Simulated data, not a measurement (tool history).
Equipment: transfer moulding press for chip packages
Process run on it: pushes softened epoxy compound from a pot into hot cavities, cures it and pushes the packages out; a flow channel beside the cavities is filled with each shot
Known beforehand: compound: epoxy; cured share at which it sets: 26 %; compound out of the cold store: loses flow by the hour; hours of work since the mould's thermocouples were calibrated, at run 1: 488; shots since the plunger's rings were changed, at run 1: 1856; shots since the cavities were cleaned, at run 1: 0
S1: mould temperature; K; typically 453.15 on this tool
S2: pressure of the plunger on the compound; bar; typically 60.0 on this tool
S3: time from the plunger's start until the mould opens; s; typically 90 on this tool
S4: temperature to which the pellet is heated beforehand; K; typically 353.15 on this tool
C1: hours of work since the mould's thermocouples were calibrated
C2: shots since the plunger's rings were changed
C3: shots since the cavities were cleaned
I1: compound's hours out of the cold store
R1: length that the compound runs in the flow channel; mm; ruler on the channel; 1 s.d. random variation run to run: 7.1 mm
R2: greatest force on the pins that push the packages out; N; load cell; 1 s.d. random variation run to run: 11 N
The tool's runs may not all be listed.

| run | hour | S1 | S2 | S3 | S4 | C1 | C2 | C3 | I1 | R1 | R2 |
|---|---|---|---|---|---|---|---|---|---|---|---|
| 1 | 0.0 | 453.15 | 60.0 | 90 | 353.15 | 488 | 1856 | 0 | 37.4 | 753 | 480 |
|  | 56.8 | cavities cleaned with cleaning compound and waxed |
| 2 | 90.7 | 453.15 | 60.0 | 90 | 353.15 | 539 | 2790 | 355 | 18.1 | 807 | 598 |
|  | 115.4 | cavities cleaned with cleaning compound and waxed |
| 3 | 147.6 | 453.15 | 60.0 | 90 | 353.15 | 570 | 3368 | 337 | 34.3 | 757 | 576 |
|  | 178.9 | mould's thermocouples calibrated |
|  | 180.4 | cavities cleaned with cleaning compound and waxed |
| 4 | 227.6 | 453.15 | 60.0 | 90 | 353.15 | 27 | 4169 | 494 | 8.9 | 805 | 633 |
|  | 237.5 | cavities cleaned with cleaning compound and waxed |
|  | 294.9 | cavities cleaned with cleaning compound and waxed |
| 5 | 320.1 | 453.15 | 60.0 | 90 | 353.15 | 77 | 5104 | 263 | 44.8 | 736 | 581 |
|  | 356.8 | cavities cleaned with cleaning compound and waxed |
| 6 | 374.5 | 453.15 | 51.3 | 90 | 353.15 | 107 | 5658 | 185 | 13.9 | 728 | 553 |
|  | 413.3 | plunger's sealing rings changed |
|  | 418.9 | cavities cleaned with cleaning compound and waxed |
| 7 | 462.9 | 453.15 | 60.0 | 90 | 353.15 | 154 | 503 | 460 | 28.5 | 815 | 636 |
|  | 478.6 | cavities cleaned with cleaning compound and waxed |
| 8 | 512.4 | 447.15 | 60.0 | 90 | 353.15 | 182 | 1005 | 353 | 29.3 | 821 | 871 |
|  | 536.7 | cavities cleaned with cleaning compound and waxed |
| 9 | 583.9 | 447.15 | 52.0 | 90 | 353.15 | 221 | 1737 | 493 | 36.6 | 754 | 902 |
|  | 596.8 | cavities cleaned with cleaning compound and waxed |
|  | 655.6 | cavities cleaned with cleaning compound and waxed |
| 10 | 670.3 | 447.15 | 52.0 | 90 | 353.15 | 268 | 2608 | 153 | 34.3 | 748 | 757 |
|  | 714.1 | cavities cleaned with cleaning compound and waxed |
| 11 | 746.5 | 453.15 | 60.0 | 90 | 353.15 | 310 | 3390 | 339 | 18.4 | 789 | 594 |
|  | 773.7 | cavities cleaned with cleaning compound and waxed |
| 12 | 813.6 | 445.15 | 60.0 | 90 | 353.15 | 347 | 4075 | 416 | 23.4 | 803 | 964 |
|  | 836.0 | cavities cleaned with cleaning compound and waxed |
| 13 | 866.3 | 453.15 | 60.0 | 90 | 353.15 | 376 | 4611 | 317 | 35.0 | 754 | 583 |
|  | 895.3 | cavities cleaned with cleaning compound and waxed |
| 14 | 932.5 | 453.15 | 60.0 | 90 | 353.15 | 412 | 5288 | 389 | 8.1 | 811 | 587 |
|  | 957.3 | cavities cleaned with cleaning compound and waxed |
| 15 | 978.7 | 457.15 | 45.8 | 90 | 353.15 | 438 | 5756 | 225 | 15.2 | 659 | 525 |
|  | 1007.3 | plunger's sealing rings changed |
|  | 1018.7 | cavities cleaned with cleaning compound and waxed |
| 16 | 1053.5 | 453.15 | 60.0 | 90 | 350.15 | 478 | 467 | 363 | 11.3 | 817 | 599 |
|  | 1079.7 | cavities cleaned with cleaning compound and waxed |
| 17 | 1104.0 | 448.15 | 60.3 | 90 | 353.15 | 505 | 979 | 253 | 11.6 | 858 | 709 |
|  | 1136.1 | cavities cleaned with cleaning compound and waxed |
| 18 | 1188.3 | 458.15 | 47.1 | 90 | 353.15 | 552 | 1845 | 545 | 24.2 | 680 | 543 |
|  | 1196.4 | cavities cleaned with cleaning compound and waxed |
| 19 | 1233.7 | 458.15 | 47.1 | 90 | 353.15 | 577 | 2304 | 390 | 17.4 | 709 | 536 |
|  | 1249.8 | mould's thermocouples calibrated |
|  | 1259.9 | cavities cleaned with cleaning compound and waxed |
|  | 1322.7 | cavities cleaned with cleaning compound and waxed |
| 20 | 1328.4 | 451.15 | 64.2 | 90 | 353.15 | 43 | 3243 | 60 | 16.3 | 842 | 574 |
|  | 1383.1 | cavities cleaned with cleaning compound and waxed |
| 21 | 1409.0 | 453.15 | 60.0 | 90 | 348.15 | 87 | 4070 | 271 | 27.4 | 774 | 583 |
|  | 1441.3 | cavities cleaned with cleaning compound and waxed |
| 22 | 1482.1 | 453.15 | 49.6 | 90 | 360.15 | 128 | 4819 | 428 | 18.1 | 720 | 608 |
|  | 1502.8 | cavities cleaned with cleaning compound and waxed |
| 23 | 1544.2 | 453.15 | 49.6 | 90 | 360.15 | 162 | 5452 | 432 | 47.1 | 659 | 613 |
|  | 1561.3 | cavities cleaned with cleaning compound and waxed |
|  | 1600.5 | plunger's sealing rings changed |
|  | 1620.2 | cavities cleaned with cleaning compound and waxed |
| 24 | 1630.8 | 453.15 | 49.6 | 75 | 350.15 | 207 | 302 | 112 | 9.7 | 755 | 702 |
|  | 1677.6 | cavities cleaned with cleaning compound and waxed |
| 25 | 1725.7 | 456.15 | 60.0 | 77 | 362.15 | 260 | 1278 | 504 | 13.8 | 815 | 671 |

Some steps in R1, run to run, broken into two amounts with sign: the step expected even without the hidden condition (settings, incoming material, random variation), and the rest, left for the hidden condition together with whatever gauge scatter is not in both the measured and the hidden-condition-free result:
Hidden conditions of the tool in this case: true mould temperature over the reading, C; pressure that reaches the compound, % of what is set; grip of the stained cavities, % over clean ones'; drift of the gauge itself on flow_mm, %; drift of the gauge itself on push_out_n, %.
Run 6 -> 7: S2 51.3 -> 60.0, plunger's sealing rings changed, cavities cleaned with cleaning compound and waxed. R1 +87 mm: hidden state +40, all else +47.
Run 15 -> 16: S1 457.15 -> 453.15, S2 45.8 -> 60.0, S4 353.15 -> 350.15, plunger's sealing rings changed, cavities cleaned with cleaning compound and waxed. R1 +158 mm: hidden state +38, all else +120.
Run 17 -> 18: S1 448.15 -> 458.15, S2 60.3 -> 47.1, cavities cleaned with cleaning compound and waxed. R1 -178 mm: hidden state -3, all else -175.
